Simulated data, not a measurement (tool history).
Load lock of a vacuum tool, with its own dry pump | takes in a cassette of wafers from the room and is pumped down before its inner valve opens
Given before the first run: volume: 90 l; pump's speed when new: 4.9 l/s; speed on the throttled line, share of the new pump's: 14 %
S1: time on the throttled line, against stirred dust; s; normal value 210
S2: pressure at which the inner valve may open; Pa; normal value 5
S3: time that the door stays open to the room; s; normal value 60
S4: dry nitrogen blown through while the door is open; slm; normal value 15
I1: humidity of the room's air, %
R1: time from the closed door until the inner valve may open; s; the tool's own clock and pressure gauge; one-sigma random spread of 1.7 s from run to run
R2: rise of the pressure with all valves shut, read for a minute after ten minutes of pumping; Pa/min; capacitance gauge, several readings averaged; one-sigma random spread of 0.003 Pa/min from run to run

Run 1, hour 0: usual settings; I1 47.9. Result: R1 373.4 s, R2 0.062 Pa/min.
Run 2, hour 266.7: usual settings; I1 47.3. Result: R1 374 s, R2 0.066 Pa/min.
Run 3, hour 432.5: usual settings; I1 44.5. Result: R1 376.7 s, R2 0.074 Pa/min.
Run 4, hour 602.3: usual settings; I1 46.4. Result: R1 374.1 s, R2 0.068 Pa/min.
Run 5, hour 906.3: usual settings; I1 46.9. Result: R1 374.1 s, R2 0.082 Pa/min.
Run 6, hour 1080.1: usual settings but S2 8 Pa; I1 47.2. Result: R1 362.1 s, R2 0.082 Pa/min.
Run 7, hour 1326.9: usual settings but S2 8 Pa; I1 47.6. Result: R1 365.2 s, R2 0.085 Pa/min.
Run 8, hour 1484.5: usual settings; I1 40.1. Result: R1 374.4 s, R2 0.092 Pa/min.
Run 9, hour 1678.1: usual settings; I1 44.1. Result: R1 375.9 s, R2 0.092 Pa/min.
Run 10, hour 1910.2: usual settings; I1 43. Result: R1 373 s, R2 0.089 Pa/min.
Run 11, hour 2085.3: usual settings but S1 140 s, S4 5 slm; I1 44.8. Result: R1 316.6 s, R2 0.113 Pa/min.
Run 12, hour 2376.2: usual settings but S1 140 s, S4 5 slm; I1 45.6. Result: R1 316.1 s, R2 0.115 Pa/min.
Run 13, hour 2684.1: usual settings but S4 16 slm; I1 49.2. Result: R1 376.4 s, R2 0.111 Pa/min.
Run 14, hour 2819: usual settings but S4 16 slm; I1 44.1. Result: R1 375.4 s, R2 0.11 Pa/min.
Run 15, hour 3005.9: usual settings but S1 302 s, S4 9 slm; I1 46.7. Result: R1 460.8 s, R2 0.129 Pa/min.
Run 16, hour 3230.8: usual settings but S1 302 s, S4 9 slm; I1 45.2. Result: R1 455.6 s, R2 0.129 Pa/min.
Run 17, hour 3408: usual settings but S1 242 s, S2 4 Pa, S3 58 s, S4 14 slm; I1 44.3. Result: R1 407.8 s, R2 0.123 Pa/min.
Run 18, hour 3714.9: usual settings but S3 50 s; I1 46.6. Result: R1 379.5 s, R2 0.127 Pa/min.

What if the next run were any one of these 5? Each begins from the tool's condition after run 18:
Run A, hour 3979.5: usual settings but S2 4 Pa, S3 50 s; I1 46.1. Result: R1 ?, R2 ?.
Run B, hour 3979.5: usual settings but S3 41 s; I1 46.2. Result: R1 ?, R2 ?.
Run C, hour 3979.5: usual settings but S1 318 s, S3 186 s; I1 46.3. Result: R1 ?, R2 ?.
Run D, hour 3979.5: usual settings but S3 50 s, S4 8 slm; I1 45.4. Result: R1 ?, R2 ?.
Run E, hour 3979.5: usual settings but S1 398 s, S2 7 Pa; I1 46.6. Result: R1 ?, R2 ?.

run     R1     R2
  A  378.9  0.138
  B    379   0.14
  C  470.5  0.152
  D  375.4  0.145
  E  526.9  0.142
Stripped of hidden state, with their random variation kept, the same runs would have yielded:
run     R1     R2
  A  363.2  0.027
  B  363.5  0.031
  C  456.6  0.043
  D  360.1  0.034
  E  514.7  0.032

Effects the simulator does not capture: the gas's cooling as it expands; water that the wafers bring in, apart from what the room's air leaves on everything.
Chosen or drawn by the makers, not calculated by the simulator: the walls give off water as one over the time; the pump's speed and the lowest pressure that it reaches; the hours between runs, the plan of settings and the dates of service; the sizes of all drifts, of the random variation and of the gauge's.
